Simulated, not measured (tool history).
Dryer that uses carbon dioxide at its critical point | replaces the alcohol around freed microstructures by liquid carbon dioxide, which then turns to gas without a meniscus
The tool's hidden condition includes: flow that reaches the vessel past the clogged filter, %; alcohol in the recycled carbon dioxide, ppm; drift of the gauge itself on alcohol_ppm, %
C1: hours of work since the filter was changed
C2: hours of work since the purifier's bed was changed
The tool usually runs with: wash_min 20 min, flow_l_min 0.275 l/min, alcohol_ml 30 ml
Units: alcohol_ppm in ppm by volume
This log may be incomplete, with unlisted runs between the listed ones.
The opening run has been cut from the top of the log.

run 2 hour=16.0 | wash_min=20 flow_l_min=0.275 alcohol_ml=30 | C1=21 C2=519 | alcohol_ppm=338
-- hour=27.0 purifier's bed changed
run 3 hour=38.4 | wash_min=20 flow_l_min=0.275 alcohol_ml=30 | C1=30 C2=5 | alcohol_ppm=221
run 4 hour=55.2 | wash_min=20 flow_l_min=0.275 alcohol_ml=23 | C1=38 C2=13 | alcohol_ppm=175
run 5 hour=68.0 | wash_min=20 flow_l_min=0.275 alcohol_ml=23 | C1=44 C2=19 | alcohol_ppm=184
run 6 hour=91.8 | wash_min=20 flow_l_min=0.275 alcohol_ml=23 | C1=55 C2=30 | alcohol_ppm=188
run 7 hour=107.8 | wash_min=20 flow_l_min=0.275 alcohol_ml=23 | C1=62 C2=38 | alcohol_ppm=194
run 8 hour=124.8 | wash_min=20 flow_l_min=0.170 alcohol_ml=30 | C1=70 C2=46 | alcohol_ppm=1536
run 9 hour=147.0 | wash_min=20 flow_l_min=0.275 alcohol_ml=102 | C1=80 C2=56 | alcohol_ppm=867
run 10 hour=175.3 | wash_min=20 flow_l_min=0.275 alcohol_ml=102 | C1=93 C2=69 | alcohol_ppm=883
run 11 hour=201.8 | wash_min=20 flow_l_min=0.275 alcohol_ml=30 | C1=106 C2=81 | alcohol_ppm=290
run 12 hour=217.0 | wash_min=20 flow_l_min=0.275 alcohol_ml=30 | C1=113 C2=88 | alcohol_ppm=301
run 13 hour=239.5 | wash_min=20 flow_l_min=0.275 alcohol_ml=30 | C1=123 C2=99 | alcohol_ppm=325
run 14 hour=256.7 | wash_min=20 flow_l_min=0.275 alcohol_ml=30 | C1=131 C2=107 | alcohol_ppm=319
run 15 hour=271.5 | wash_min=20 flow_l_min=0.275 alcohol_ml=30 | C1=138 C2=114 | alcohol_ppm=322
run 16 hour=301.0 | wash_min=20 flow_l_min=0.275 alcohol_ml=30 | C1=152 C2=128 | alcohol_ppm=331
run 17 hour=316.4 | wash_min=20 flow_l_min=0.275 alcohol_ml=30 | C1=159 C2=135 | alcohol_ppm=339

Predict the results of run 18:
run 18 hour=330.6 | wash_min=20 flow_l_min=0.275 alcohol_ml=26 | C1=166 C2=141 | alcohol_ppm=?

{"run 18": {"alcohol_ppm": 318}}
Without the tool's hidden state the same run would have given alcohol_ppm 183 ppm by volume.
